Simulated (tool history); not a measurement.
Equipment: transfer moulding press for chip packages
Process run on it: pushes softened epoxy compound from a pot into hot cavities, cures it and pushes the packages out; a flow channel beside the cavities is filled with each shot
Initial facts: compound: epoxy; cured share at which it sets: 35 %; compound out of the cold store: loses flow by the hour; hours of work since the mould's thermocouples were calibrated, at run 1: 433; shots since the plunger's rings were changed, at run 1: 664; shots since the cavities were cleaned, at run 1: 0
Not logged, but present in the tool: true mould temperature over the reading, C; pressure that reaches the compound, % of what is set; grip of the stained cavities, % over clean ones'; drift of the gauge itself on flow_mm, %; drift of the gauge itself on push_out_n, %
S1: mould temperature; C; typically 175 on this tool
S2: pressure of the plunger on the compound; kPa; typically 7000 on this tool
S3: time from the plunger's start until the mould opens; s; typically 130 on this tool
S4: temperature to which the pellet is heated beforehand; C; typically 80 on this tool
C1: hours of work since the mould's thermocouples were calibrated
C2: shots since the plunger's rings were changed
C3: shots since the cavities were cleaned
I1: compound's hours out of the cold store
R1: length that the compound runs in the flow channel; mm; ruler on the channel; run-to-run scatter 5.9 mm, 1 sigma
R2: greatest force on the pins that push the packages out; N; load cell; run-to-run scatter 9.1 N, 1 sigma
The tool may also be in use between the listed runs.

| run | hour | S1 | S2 | S3 | S4 | C1 | C2 | C3 | I1 | R1 | R2 |
|---|---|---|---|---|---|---|---|---|---|---|---|
| 1 | 0.0 | 175 | 7000 | 130 | 80 | 433 | 664 | 0 | 34.5 | 753 | 395 |
|  | 66.5 | cavities cleaned with cleaning compound and waxed |
| 2 | 73.4 | 175 | 7000 | 130 | 80 | 476 | 1269 | 58 | 15.3 | 819 | 829 |
| 3 | 120.7 | 175 | 7000 | 130 | 80 | 503 | 1668 | 457 | 19.6 | 798 | 876 |
|  | 135.0 | cavities cleaned with cleaning compound and waxed |
|  | 183.6 | mould's thermocouples calibrated |
| 4 | 198.1 | 175 | 7000 | 130 | 80 | 8 | 2289 | 514 | 45.3 | 693 | 665 |
|  | 206.4 | cavities cleaned with cleaning compound and waxed |
|  | 244.2 | cavities cleaned with cleaning compound and waxed, once more |
| 5 | 256.3 | 175 | 7000 | 166 | 80 | 41 | 2754 | 102 | 42.9 | 683 | 369 |
|  | 312.0 | cavities cleaned with cleaning compound and waxed |
| 6 | 328.5 | 175 | 7000 | 166 | 80 | 82 | 3349 | 139 | 38.8 | 693 | 372 |
|  | 359.1 | plunger's sealing rings changed |
|  | 380.7 | cavities cleaned with cleaning compound and waxed |
| 7 | 380.7 | 175 | 7000 | 166 | 80 | 111 | 169 | 0 | 10.4 | 859 | 338 |
|  | 449.3 | cavities cleaned with cleaning compound and waxed |
| 8 | 452.7 | 175 | 7000 | 166 | 80 | 152 | 763 | 29 | 45.4 | 708 | 331 |
|  | 517.0 | cavities cleaned with cleaning compound and waxed |
| 9 | 518.0 | 170 | 7000 | 166 | 80 | 190 | 1299 | 8 | 27.0 | 791 | 369 |
|  | 586.2 | cavities cleaned with cleaning compound and waxed |
| 10 | 592.8 | 169 | 8700 | 146 | 89 | 233 | 1917 | 56 | 31.0 | 852 | 513 |
| 11 | 634.7 | 176 | 7920 | 127 | 84 | 257 | 2270 | 409 | 16.0 | 858 | 570 |
|  | 652.3 | cavities cleaned with cleaning compound and waxed |
| 12 | 702.5 | 174 | 6560 | 127 | 84 | 296 | 2827 | 422 | 33.3 | 704 | 660 |
|  | 720.2 | cavities cleaned with cleaning compound and waxed |
| 13 | 760.5 | 172 | 7000 | 130 | 80 | 329 | 3303 | 339 | 9.7 | 827 | 759 |
|  | 789.1 | cavities cleaned with cleaning compound and waxed |
|  | 795.2 | plunger's sealing rings changed |
| 14 | 806.9 | 175 | 8740 | 130 | 80 | 354 | 98 | 128 | 35.8 | 839 | 463 |
| 15 | 839.5 | 175 | 8740 | 144 | 80 | 373 | 373 | 403 | 47.0 | 801 | 529 |
|  | 857.8 | cavities cleaned with cleaning compound and waxed |
| 16 | 876.3 | 180 | 7000 | 117 | 80 | 394 | 670 | 156 | 12.0 | 842 | 473 |
| 17 | 917.7 | 175 | 7000 | 122 | 80 | 419 | 1019 | 505 | 42.2 | 713 | 698 |
|  | 924.5 | cavities cleaned with cleaning compound and waxed |
| 18 | 980.8 | 173 | 5510 | 152 | 88 | 455 | 1537 | 474 | 23.9 | 699 | 568 |

Each row is a separate what-if for the run after 18, all from the same tool condition, not one after another. Results?
|  | 990.3 | cavities cleaned with cleaning compound and waxed |
| A | 1050.0 | 173 | 5510 | 152 | 71 | 494 | 2107 | 502 | 31.0 | ? | ? |
|  | 990.3 | cavities cleaned with cleaning compound and waxed |
| B | 1050.0 | 173 | 6370 | 152 | 74 | 494 | 2107 | 502 | 26.3 | ? | ? |
|  | 990.3 | cavities cleaned with cleaning compound and waxed |
| C | 1050.0 | 173 | 8070 | 152 | 85 | 494 | 2107 | 502 | 23.0 | ? | ? |
|  | 990.3 | cavities cleaned with cleaning compound and waxed |
| D | 1050.0 | 173 | 6000 | 152 | 88 | 494 | 2107 | 502 | 27.6 | ? | ? |

| run | R1 | R2 |
|---|---|---|
| A | 668 | 555 |
| B | 742 | 576 |
| C | 840 | 569 |
| D | 712 | 574 |
The same runs, with their run-to-run variation unchanged, on a tool lacking any hidden condition would have given:
| run | R1 | R2 |
|---|---|---|
| A | 699 | 346 |
| B | 776 | 361 |
| C | 879 | 357 |
| D | 745 | 360 |
